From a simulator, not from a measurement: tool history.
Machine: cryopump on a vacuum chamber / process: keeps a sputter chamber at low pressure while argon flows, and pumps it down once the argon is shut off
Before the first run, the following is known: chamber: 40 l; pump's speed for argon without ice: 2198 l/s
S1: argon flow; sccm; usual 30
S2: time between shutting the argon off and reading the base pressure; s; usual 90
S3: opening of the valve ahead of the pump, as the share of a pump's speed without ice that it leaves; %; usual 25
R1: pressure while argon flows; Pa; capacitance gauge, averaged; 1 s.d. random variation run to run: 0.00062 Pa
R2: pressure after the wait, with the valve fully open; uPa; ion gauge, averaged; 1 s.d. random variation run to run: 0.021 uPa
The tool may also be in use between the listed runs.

run,hour,S1,S2,S3,R1,R2
1,0,30,90,25,0.0989,0.92
2,26.1,30,90,25,0.0992,0.95
3,42.7,30,90,25,0.0991,0.88
4,53.7,30,90,25,0.0986,0.95
5,67.1,30,90,25,0.1003,0.95
6,79.7,30,90,25,0.0998,0.92
7,106.3,30,90,25,0.1007,1
8,125.6,19,90,36,0.0455,0.98
9,139.1,19,90,36,0.0474,1.03
10,159.1,19,90,36,0.0462,1.04
11,172.8,30,90,25,0.1028,1.02
# hour 183.2: pump warmed up, emptied and cooled again
12,195.7,30,135,25,0.0931,0.74

Run 13, settings as shown, results not yet in. Your forecast:
13,207.3,30,135,25,?,?

{"run 13": {"R1": 0.0934, "R2": 0.77}}
Had the tool carried no hidden state, the very same run would have given R1 0.0927 Pa, R2 0.37 uPa.
